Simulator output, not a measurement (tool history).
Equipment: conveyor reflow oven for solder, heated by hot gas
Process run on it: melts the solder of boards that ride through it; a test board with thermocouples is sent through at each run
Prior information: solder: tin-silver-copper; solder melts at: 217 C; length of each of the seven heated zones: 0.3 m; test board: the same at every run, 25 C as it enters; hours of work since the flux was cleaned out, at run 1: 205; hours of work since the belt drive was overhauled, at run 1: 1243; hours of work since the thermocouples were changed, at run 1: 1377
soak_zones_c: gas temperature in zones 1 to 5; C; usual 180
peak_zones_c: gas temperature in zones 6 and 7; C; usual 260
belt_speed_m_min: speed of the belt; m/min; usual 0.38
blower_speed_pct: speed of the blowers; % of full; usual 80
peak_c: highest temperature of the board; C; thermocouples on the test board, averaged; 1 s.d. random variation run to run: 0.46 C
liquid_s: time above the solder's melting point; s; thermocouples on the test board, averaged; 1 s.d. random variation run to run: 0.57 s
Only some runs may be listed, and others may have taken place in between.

| run | day | soak_zones_c | peak_zones_c | belt_speed_m_min | blower_speed_pct | hours of work since the flux was cleaned out | hours of work since the belt drive was overhauled | hours of work since the thermocouples were changed | peak_c | liquid_s |
|---|---|---|---|---|---|---|---|---|---|---|
| 1 | 0 | 180 | 260 | 0.38 | 80 | 205 | 1243 | 1377 | 241.4 | 65.3 |
| 2 | 2.833 | 180 | 260 | 0.38 | 80 | 238 | 1276 | 1410 | 240.8 | 65.9 |
| 3 | 5.675 | 180 | 251 | 0.38 | 80 | 271 | 1309 | 1443 | 233.8 | 52.3 |
| 4 | 8.017 | 180 | 251 | 0.38 | 80 | 299 | 1337 | 1471 | 233 | 51.8 |
|  | 8.338 | thermocouples of zones 6 and 7 changed |
| 5 | 10.729 | 180 | 251 | 0.38 | 80 | 330 | 1368 | 28 | 238.4 | 60.2 |
| 6 | 12.742 | 180 | 251 | 0.38 | 80 | 353 | 1391 | 52 | 237.9 | 60.1 |
| 7 | 14.004 | 180 | 251 | 0.38 | 80 | 368 | 1406 | 66 | 237.6 | 59.3 |
| 8 | 16.817 | 180 | 260 | 0.38 | 80 | 401 | 1439 | 99 | 245.7 | 67.8 |
|  | 18.483 | flux residue cleaned out of gas plates and filters |
| 9 | 18.554 | 180 | 260 | 0.325 | 87 | 1 | 1457 | 117 | 253.7 | 92.5 |
| 10 | 19.8 | 180 | 260 | 0.325 | 87 | 15 | 1471 | 132 | 253.1 | 92.6 |
| 11 | 21.983 | 180 | 252 | 0.38 | 82 | 41 | 1497 | 158 | 241.4 | 67.2 |
| 12 | 24.112 | 180 | 252 | 0.38 | 82 | 66 | 1522 | 183 | 241.1 | 66.3 |
| 13 | 25.462 | 180 | 252 | 0.38 | 82 | 82 | 1538 | 198 | 241.4 | 66.3 |
| 14 | 27.675 | 180 | 260 | 0.424 | 80 | 108 | 1564 | 224 | 244.7 | 60.5 |
|  | 28.412 | belt drive overhauled, speed set with a stopwatch |
| 15 | 29.45 | 189 | 261 | 0.401 | 72 | 127 | 12 | 243 | 245.6 | 66.8 |
| 16 | 30.929 | 180 | 250 | 0.373 | 73 | 144 | 30 | 261 | 237.1 | 56.3 |

Consider 5 possible next runs. They are alternatives, not a sequence: every one starts from the tool as it was left by run 16. What does each give?
| A | 32.471 | 180 | 260 | 0.301 | 64 | 162 | 48 | 279 | ? | ? |
| B | 32.471 | 186 | 260 | 0.393 | 80 | 162 | 48 | 279 | ? | ? |
| C | 32.471 | 180 | 250 | 0.373 | 57 | 162 | 48 | 279 | ? | ? |
| D | 32.471 | 180 | 260 | 0.412 | 80 | 162 | 48 | 279 | ? | ? |
| E | 32.471 | 188 | 254 | 0.373 | 61 | 162 | 48 | 279 | ? | ? |

| run | peak_c | liquid_s |
|---|---|---|
| A | 248.6 | 89.6 |
| B | 244.9 | 68.9 |
| C | 232.3 | 46.5 |
| D | 243.3 | 58.7 |
| E | 238.4 | 61.2 |
With the hidden condition removed and each run's random variation left untouched, the same runs would have given:
| run | peak_c | liquid_s |
|---|---|---|
| A | 250.3 | 92.3 |
| B | 247 | 71.7 |
| C | 234.1 | 50.8 |
| D | 245.7 | 62 |
| E | 240.1 | 64.7 |

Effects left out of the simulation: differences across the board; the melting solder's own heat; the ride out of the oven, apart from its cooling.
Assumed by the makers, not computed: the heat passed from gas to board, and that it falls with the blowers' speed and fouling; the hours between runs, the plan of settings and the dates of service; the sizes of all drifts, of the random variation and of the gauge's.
